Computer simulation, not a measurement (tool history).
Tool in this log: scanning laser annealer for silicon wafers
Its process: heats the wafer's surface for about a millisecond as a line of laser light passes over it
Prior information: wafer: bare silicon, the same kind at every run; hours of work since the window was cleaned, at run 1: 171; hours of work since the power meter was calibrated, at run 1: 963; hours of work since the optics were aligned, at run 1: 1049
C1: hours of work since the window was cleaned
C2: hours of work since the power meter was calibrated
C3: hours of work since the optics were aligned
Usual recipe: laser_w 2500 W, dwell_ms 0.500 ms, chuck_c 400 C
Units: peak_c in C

run 1 hour=0.0 | laser_w=2500 dwell_ms=0.500 chuck_c=400 | C1=171 C2=963 C3=1049 | peak_c=1144
run 2 hour=84.1 | laser_w=2500 dwell_ms=0.500 chuck_c=390 | C1=231 C2=1023 C3=1109 | peak_c=1136
run 3 hour=167.5 | laser_w=2500 dwell_ms=0.500 chuck_c=415 | C1=291 C2=1083 C3=1169 | peak_c=1157
run 4 hour=233.8 | laser_w=2500 dwell_ms=0.500 chuck_c=400 | C1=338 C2=1130 C3=1216 | peak_c=1142
-- hour=246.0 window over the wafer cleaned
run 5 hour=276.9 | laser_w=2449 dwell_ms=0.500 chuck_c=400 | C1=22 C2=1159 C3=1245 | peak_c=1141
run 6 hour=349.9 | laser_w=2449 dwell_ms=0.500 chuck_c=400 | C1=74 C2=1212 C3=1297 | peak_c=1136
run 7 hour=409.4 | laser_w=2500 dwell_ms=0.500 chuck_c=400 | C1=117 C2=1254 C3=1340 | peak_c=1147
run 8 hour=459.8 | laser_w=2500 dwell_ms=0.500 chuck_c=400 | C1=153 C2=1290 C3=1376 | peak_c=1146
run 9 hour=523.0 | laser_w=2500 dwell_ms=0.500 chuck_c=400 | C1=198 C2=1335 C3=1421 | peak_c=1147
run 10 hour=596.2 | laser_w=2500 dwell_ms=0.416 chuck_c=400 | C1=250 C2=1387 C3=1473 | peak_c=1087
run 11 hour=644.4 | laser_w=2500 dwell_ms=0.416 chuck_c=400 | C1=284 C2=1422 C3=1508 | peak_c=1084
run 12 hour=723.0 | laser_w=2500 dwell_ms=0.500 chuck_c=400 | C1=340 C2=1478 C3=1564 | peak_c=1140
-- hour=736.0 window over the wafer cleaned
run 13 hour=814.5 | laser_w=2500 dwell_ms=0.500 chuck_c=400 | C1=56 C2=1542 C3=1627 | peak_c=1149
run 14 hour=904.3 | laser_w=2500 dwell_ms=0.382 chuck_c=400 | C1=120 C2=1606 C3=1692 | peak_c=1057
run 15 hour=987.5 | laser_w=2275 dwell_ms=0.438 chuck_c=381 | C1=179 C2=1665 C3=1751 | peak_c=1021
run 16 hour=1061.6 | laser_w=2500 dwell_ms=0.500 chuck_c=425 | C1=232 C2=1718 C3=1804 | peak_c=1170
run 17 hour=1159.4 | laser_w=2500 dwell_ms=0.500 chuck_c=425 | C1=302 C2=1788 C3=1874 | peak_c=1164
-- hour=1192.2 optics aligned, line set to its width
-- hour=1228.5 window over the wafer cleaned
run 18 hour=1233.3 | laser_w=2500 dwell_ms=0.500 chuck_c=425 | C1=3 C2=1835 C3=28 | peak_c=1196
run 19 hour=1319.8 | laser_w=2500 dwell_ms=0.596 chuck_c=410 | C1=65 C2=1897 C3=90 | peak_c=1241
run 20 hour=1379.4 | laser_w=2446 dwell_ms=0.596 chuck_c=410 | C1=108 C2=1940 C3=132 | peak_c=1224
run 21 hour=1428.0 | laser_w=2446 dwell_ms=0.596 chuck_c=410 | C1=142 C2=1974 C3=167 | peak_c=1221
run 22 hour=1511.6 | laser_w=2290 dwell_ms=0.500 chuck_c=400 | C1=202 C2=2034 C3=226 | peak_c=1096
run 23 hour=1552.7 | laser_w=2325 dwell_ms=0.589 chuck_c=411 | C1=231 C2=2063 C3=256 | peak_c=1171
run 24 hour=1649.1 | laser_w=2500 dwell_ms=0.415 chuck_c=400 | C1=300 C2=2132 C3=325 | peak_c=1093
-- hour=1713.1 window over the wafer cleaned
run 25 hour=1731.7 | laser_w=2468 dwell_ms=0.500 chuck_c=437 | C1=13 C2=2190 C3=382 | peak_c=1191
run 26 hour=1824.4 | laser_w=2505 dwell_ms=0.604 chuck_c=400 | C1=79 C2=2256 C3=448 | peak_c=1234
run 27 hour=1866.3 | laser_w=2262 dwell_ms=0.378 chuck_c=362 | C1=109 C2=2286 C3=478 | peak_c=968
run 28 hour=1957.0 | laser_w=2368 dwell_ms=0.437 chuck_c=411 | C1=174 C2=2350 C3=543 | peak_c=1083

Here are 4 independent what-if runs from the current tool condition. What would each one return?
run A hour=2020.3 | laser_w=2455 dwell_ms=0.500 chuck_c=380 | C1=219 C2=2396 C3=588 | peak_c=?
run B hour=2020.3 | laser_w=2566 dwell_ms=0.412 chuck_c=435 | C1=219 C2=2396 C3=588 | peak_c=?
run C hour=2020.3 | laser_w=2151 dwell_ms=0.499 chuck_c=378 | C1=219 C2=2396 C3=588 | peak_c=?
run D hour=2020.3 | laser_w=2368 dwell_ms=0.593 chuck_c=435 | C1=219 C2=2396 C3=588 | peak_c=?

run=A peak_c=1120
run=B peak_c=1142
run=C peak_c=1028
run=D peak_c=1210
The same runs, with their run-to-run variation unchanged, on a tool lacking any hidden condition would have given:
run=A peak_c=1130
run=B peak_c=1152
run=C peak_c=1037
run=D peak_c=1221
